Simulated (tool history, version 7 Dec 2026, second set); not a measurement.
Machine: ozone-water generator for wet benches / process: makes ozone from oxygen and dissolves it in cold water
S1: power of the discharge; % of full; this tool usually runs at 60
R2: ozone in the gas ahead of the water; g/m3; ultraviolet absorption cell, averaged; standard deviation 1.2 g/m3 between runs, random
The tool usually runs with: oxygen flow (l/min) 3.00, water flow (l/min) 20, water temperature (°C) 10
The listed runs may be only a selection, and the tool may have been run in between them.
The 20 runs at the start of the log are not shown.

Run 21, hour 1574.9: usual settings but oxygen flow (l/min) 3.03. Result: dissolved ozone (ppm) 16.8, R2 204.7 g/m3.
At hour 1584.9: contactor cleaned.
Run 22, hour 1660.6: usual settings but oxygen flow (l/min) 2.97. Result: dissolved ozone (ppm) 16.5, R2 204.4 g/m3.
Run 23, hour 1760.8: usual settings but oxygen flow (l/min) 2.97. Result: dissolved ozone (ppm) 16.2, R2 203.9 g/m3.
At hour 1815.0: water thermometer calibrated.
Run 24, hour 1815.0: usual settings but oxygen flow (l/min) 2.97. Result: dissolved ozone (ppm) 16.4, R2 202.1 g/m3.
Run 25, hour 1930.4: usual settings but oxygen flow (l/min) 2.97. Result: dissolved ozone (ppm) 16.2, R2 204.2 g/m3.
At hour 1988.9: contactor cleaned, once more.
Run 26, hour 2040.8: usual settings but S1 62 % of full, oxygen flow (l/min) 3.12. Result: dissolved ozone (ppm) 17.4, R2 204.3 g/m3.
Run 27, hour 2113.7: usual settings but S1 76 % of full, oxygen flow (l/min) 2.43, water flow (l/min) 21. Result: dissolved ozone (ppm) 17.4, R2 257.7 g/m3.
Run 28, hour 2179.9: usual settings but oxygen flow (l/min) 4.55, water flow (l/min) 12. Result: dissolved ozone (ppm) 28.2, R2 168.8 g/m3.
Run 29, hour 2282.8: usual settings but oxygen flow (l/min) 4.55, water flow (l/min) 12. Result: dissolved ozone (ppm) 28.3, R2 169.1 g/m3.
Run 30, hour 2381.2: usual settings but oxygen flow (l/min) 2.57, water temperature (°C) 8. Result: dissolved ozone (ppm) 16.2, R2 216.8 g/m3.

3 ways to go on from here, each from the tool as it stands after run 30. What would each give?
Run A, hour 2432.9: usual settings but S1 49 % of full, oxygen flow (l/min) 1.88, water temperature (°C) 8. Result: dissolved ozone (ppm) ?, R2 ?.
Run B, hour 2432.9: usual settings but oxygen flow (l/min) 2.49. Result: dissolved ozone (ppm) ?, R2 ?.
Run C, hour 2432.9: usual settings but S1 66 % of full, water flow (l/min) 18, water temperature (°C) 5. Result: dissolved ozone (ppm) ?, R2 ?.

run  dissolved ozone (ppm)     R2
  A                   12.5  213.6
  B                   15.6  218.5
  C                   20.7  214.8
With no hidden state in the tool, these same runs would have given:
run  dissolved ozone (ppm)     R2
  A                   13.0  222.3
  B                   16.4  229.0
  C                   21.8  225.9

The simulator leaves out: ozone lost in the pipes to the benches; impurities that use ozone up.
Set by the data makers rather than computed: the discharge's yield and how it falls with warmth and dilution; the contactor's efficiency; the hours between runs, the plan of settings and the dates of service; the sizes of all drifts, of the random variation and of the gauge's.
